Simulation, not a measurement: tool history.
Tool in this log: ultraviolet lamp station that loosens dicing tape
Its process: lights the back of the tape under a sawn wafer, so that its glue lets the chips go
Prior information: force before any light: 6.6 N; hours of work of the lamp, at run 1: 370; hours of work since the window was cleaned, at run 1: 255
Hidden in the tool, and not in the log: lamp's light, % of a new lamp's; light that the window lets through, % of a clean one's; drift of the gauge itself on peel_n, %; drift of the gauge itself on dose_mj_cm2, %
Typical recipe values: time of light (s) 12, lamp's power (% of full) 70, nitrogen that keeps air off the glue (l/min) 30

run	day	time of light (s)	lamp's power (% of full)	nitrogen that keeps air off the glue (l/min)	hours of work of the lamp	hours of work since the window was cleaned	force that peels the tape off (N)	light that reached the tape (mJ/cm2)
1	0	12	70	30	370	255	1.095	209
2	0.683	12	70	30	377	262	1.149	211
3	1.979	12	67	30	392	277	1.209	199
4	2.758	12	70	14	400	285	1.755	208
5	3.488	12	70	12	408	293	1.975	206
6	4.692	12	70	21	421	306	1.421	207
7	5.529	12	99	21	430	315	0.815	291
8	6.421	12	70	30	440	325	1.212	209
9	7.262	12	70	30	449	334	1.163	203
10	8.254	7	70	30	460	345	2.394	116
11	9.508	7	70	30	474	359	2.371	121
12	11.133	7	70	30	491	376	2.481	117
13	12.562	12	70	30	507	392	1.211	198
14	13.562	12	70	30	518	403	1.222	201
15	14.592	12	75	30	529	414	1.125	207
16	15.254	12	70	30	536	421	1.254	200
17	16.142	12	79	30	546	431	1.051	219
18	17.762	12	79	11	564	449	1.895	218
19	18.988	12	94	11	577	462	1.532	259
20	19.746	12	94	11	585	470	1.532	263
21	21.375	15	70	30	603	488	0.914	237
22	22.296	15	70	30	613	498	0.92	241
23	23.825	16	72	10	630	515	1.616	256
24	25.433	17	72	10	647	532	1.479	272
25	27.012	9	72	36	665	550	1.732	147
26	28.55	9	72	36	681	566	1.827	142
27	29.742	9	72	36	694	579	1.825	143
28	31.042	10	70	11	709	594	2.834	153
29	32.412	15	70	27	723	608	1.108	228
# day 33.279: window cleaned of glue's vapour
30	33.321	23	86	47	733	0	0.219	450
31	34.533	16	90	30	746	14	0.504	324
32	36.033	16	98	26	763	30	0.477	348
33	37.646	10	63	26	780	48	2.172	140
34	38.725	10	63	26	792	59	2.202	136
35	40.312	10	63	26	809	77	2.179	136
36	41.804	10	63	26	826	93	2.145	136
37	42.633	12	70	22	835	102	1.624	183
38	43.625	12	79	51	846	113	0.858	202
39	45.15	7	85	19	862	129	2.664	127
40	46.133	7	85	19	873	140	2.623	126
41	47.767	8	65	19	891	158	2.893	109
42	49.188	8	65	19	906	173	3.001	104
43	50.483	12	90	11	920	188	1.918	224
44	51.417	7	70	30	931	198	2.744	100

Selected run-to-run steps in force that peels the tape off (N), each split into two signed amounts: the part the tool would show with no hidden state at all (from settings, incoming material and random variation), and the remainder, which goes to the hidden state together with any gauge scatter not common to the measured and the hidden-state-free results:
Run 28 -> 29: time of light (s) 10 -> 15, nitrogen that keeps air off the glue (l/min) 11 -> 27. force that peels the tape off (N) -1.726: hidden state -0.237, all else -1.489.
Run 29 -> 30: time of light (s) 15 -> 23, lamp's power (% of full) 70 -> 86, nitrogen that keeps air off the glue (l/min) 27 -> 47, window cleaned of glue's vapour. force that peels the tape off (N) -0.889: hidden state -0.42, all else -0.469.
Run 32 -> 33: time of light (s) 16 -> 10, lamp's power (% of full) 98 -> 63. force that peels the tape off (N) +1.695: hidden state +0.421, all else +1.274.
Run 38 -> 39: time of light (s) 12 -> 7, lamp's power (% of full) 79 -> 85, nitrogen that keeps air off the glue (l/min) 51 -> 19. force that peels the tape off (N) +1.806: hidden state +0.342, all else +1.464.

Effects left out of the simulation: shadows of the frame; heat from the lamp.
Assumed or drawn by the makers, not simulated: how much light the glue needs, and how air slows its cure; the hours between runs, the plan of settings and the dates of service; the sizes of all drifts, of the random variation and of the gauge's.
